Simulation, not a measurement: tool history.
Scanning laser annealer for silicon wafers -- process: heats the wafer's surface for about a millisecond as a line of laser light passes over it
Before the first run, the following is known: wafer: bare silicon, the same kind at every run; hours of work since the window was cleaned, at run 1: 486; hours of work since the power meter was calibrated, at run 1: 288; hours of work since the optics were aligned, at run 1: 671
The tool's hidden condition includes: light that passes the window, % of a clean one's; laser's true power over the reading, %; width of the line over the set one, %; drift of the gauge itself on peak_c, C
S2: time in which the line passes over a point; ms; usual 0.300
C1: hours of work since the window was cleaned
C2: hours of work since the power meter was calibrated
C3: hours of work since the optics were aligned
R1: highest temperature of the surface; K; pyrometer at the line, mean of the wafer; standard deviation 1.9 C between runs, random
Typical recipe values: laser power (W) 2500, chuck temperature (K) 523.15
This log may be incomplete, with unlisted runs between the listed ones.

Run 1, hour 0.0: usual settings; C1 486; C2 288; C3 671. Result: R1 1358.15 K.
Run 2, hour 9.6: usual settings but chuck temperature (K) 561.15; C1 493; C2 295; C3 678. Result: R1 1402.15 K.
Run 3, hour 17.6: usual settings but chuck temperature (K) 561.15; C1 499; C2 301; C3 684. Result: R1 1399.15 K.
Run 4, hour 25.4: usual settings; C1 505; C2 307; C3 690. Result: R1 1357.15 K.
Run 5, hour 31.2: usual settings; C1 510; C2 312; C3 695. Result: R1 1357.15 K.
Run 6, hour 36.8: usual settings but laser power (W) 2370; C1 514; C2 316; C3 699. Result: R1 1310.15 K.
Run 7, hour 42.0: usual settings but laser power (W) 2281; C1 518; C2 320; C3 703. Result: R1 1277.15 K.
Run 8, hour 48.1: usual settings; C1 523; C2 325; C3 708. Result: R1 1358.15 K.
Run 9, hour 57.1: usual settings but S2 0.252 ms; C1 530; C2 332; C3 715. Result: R1 1291.15 K.
Run 10, hour 64.8: usual settings but S2 0.252 ms; C1 536; C2 337; C3 720. Result: R1 1289.15 K.
Run 11, hour 73.2: usual settings but S2 0.252 ms; C1 542; C2 344; C3 727. Result: R1 1285.15 K.
Run 12, hour 80.5: usual settings but S2 0.252 ms; C1 548; C2 350; C3 733. Result: R1 1286.15 K.
Run 13, hour 86.9: usual settings but S2 0.252 ms; C1 553; C2 354; C3 737. Result: R1 1285.15 K.
At hour 90.9: window over the wafer cleaned.
Run 14, hour 97.9: usual settings but S2 0.252 ms; C1 5; C2 361; C3 744. Result: R1 1291.15 K.
Run 15, hour 105.3: usual settings but S2 0.252 ms; C1 11; C2 367; C3 750. Result: R1 1288.15 K.
Run 16, hour 114.9: usual settings; C1 18; C2 374; C3 757. Result: R1 1361.15 K.
Run 17, hour 121.5: usual settings; C1 23; C2 380; C3 763. Result: R1 1360.15 K.
Run 18, hour 127.0: usual settings; C1 28; C2 384; C3 767. Result: R1 1361.15 K.
Run 19, hour 135.6: usual settings; C1 34; C2 390; C3 773. Result: R1 1359.15 K.
Run 20, hour 141.5: usual settings; C1 39; C2 395; C3 778. Result: R1 1359.15 K.
Run 21, hour 149.0: usual settings but laser power (W) 2523, S2 0.257 ms, chuck temperature (K) 551.15; C1 45; C2 401; C3 784. Result: R1 1332.15 K.
Run 22, hour 159.6: usual settings but laser power (W) 2723, S2 0.233 ms, chuck temperature (K) 551.15; C1 53; C2 409; C3 792. Result: R1 1360.15 K.
Run 23, hour 168.7: usual settings but laser power (W) 2237, S2 0.260 ms; C1 60; C2 416; C3 799. Result: R1 1211.15 K.
Run 24, hour 180.9: usual settings but laser power (W) 2304, S2 0.224 ms, chuck temperature (K) 506.15; C1 69; C2 425; C3 808. Result: R1 1161.15 K.
Run 25, hour 186.3: usual settings but laser power (W) 2304, S2 0.270 ms, chuck temperature (K) 506.15; C1 73; C2 429; C3 812. Result: R1 1230.15 K.
Run 26, hour 191.7: usual settings but chuck temperature (K) 505.15; C1 77; C2 433; C3 816. Result: R1 1340.15 K.
Run 27, hour 200.3: usual settings but chuck temperature (K) 505.15; C1 84; C2 440; C3 823. Result: R1 1340.15 K.
Run 28, hour 211.1: usual settings but S2 0.287 ms, chuck temperature (K) 496.15; C1 92; C2 448; C3 831. Result: R1 1312.15 K.
Run 29, hour 223.8: usual settings but laser power (W) 2538, S2 0.294 ms, chuck temperature (K) 496.15; C1 102; C2 458; C3 841. Result: R1 1339.15 K.
At hour 234.1: optics aligned, line set to its width.
Run 30, hour 240.4: usual settings but laser power (W) 2538, S2 0.294 ms, chuck temperature (K) 496.15; C1 111; C2 467; C3 5. Result: R1 1337.15 K.
Run 31, hour 253.1: usual settings but laser power (W) 2341; C1 121; C2 477; C3 15. Result: R1 1303.15 K.
Run 32, hour 263.2: usual settings but chuck temperature (K) 557.15; C1 129; C2 485; C3 22. Result: R1 1395.15 K.
Run 33, hour 274.1: usual settings but laser power (W) 2314, S2 0.356 ms, chuck temperature (K) 501.15; C1 137; C2 493; C3 31. Result: R1 1341.15 K.
Run 34, hour 283.0: usual settings but laser power (W) 2690, S2 0.233 ms, chuck temperature (K) 527.15; C1 144; C2 500; C3 38. Result: R1 1322.15 K.
Run 35, hour 294.5: usual settings but laser power (W) 2647, S2 0.233 ms, chuck temperature (K) 527.15; C1 153; C2 509; C3 46. Result: R1 1314.15 K.
Run 36, hour 304.9: usual settings but laser power (W) 2239, S2 0.302 ms, chuck temperature (K) 487.15; C1 161; C2 517; C3 54. Result: R1 1232.15 K.
Run 37, hour 313.8: usual settings but laser power (W) 2239, S2 0.302 ms, chuck temperature (K) 487.15; C1 167; C2 524; C3 61. Result: R1 1230.15 K.
Run 38, hour 323.5: usual settings but laser power (W) 2572, S2 0.316 ms, chuck temperature (K) 487.15; C1 175; C2 531; C3 69. Result: R1 1372.15 K.
Run 39, hour 329.3: usual settings but S2 0.234 ms; C1 179; C2 535; C3 73. Result: R1 1261.15 K.
Run 40, hour 336.4: usual settings but S2 0.234 ms; C1 185; C2 541; C3 79. Result: R1 1264.15 K.

Here are 4 independent what-if runs from the current tool condition. What would each one return?
Run A, hour 343.0: usual settings but laser power (W) 2456, S2 0.307 ms; C1 190; C2 546; C3 84. Result: R1 ?.
Run B, hour 343.0: usual settings but S2 0.345 ms; C1 190; C2 546; C3 84. Result: R1 ?.
Run C, hour 343.0: usual settings but laser power (W) 2126; C1 190; C2 546; C3 84. Result: R1 ?.
Run D, hour 343.0: usual settings but laser power (W) 2170, S2 0.257 ms; C1 190; C2 546; C3 84. Result: R1 ?.

run       R1
  A  1354.15
  B  1424.15
  C  1219.15
  D  1188.15
Stripped of hidden state, with their random variation kept, the same runs would have yielded:
run       R1
  A  1355.15
  B  1424.15
  C  1219.15
  D  1188.15

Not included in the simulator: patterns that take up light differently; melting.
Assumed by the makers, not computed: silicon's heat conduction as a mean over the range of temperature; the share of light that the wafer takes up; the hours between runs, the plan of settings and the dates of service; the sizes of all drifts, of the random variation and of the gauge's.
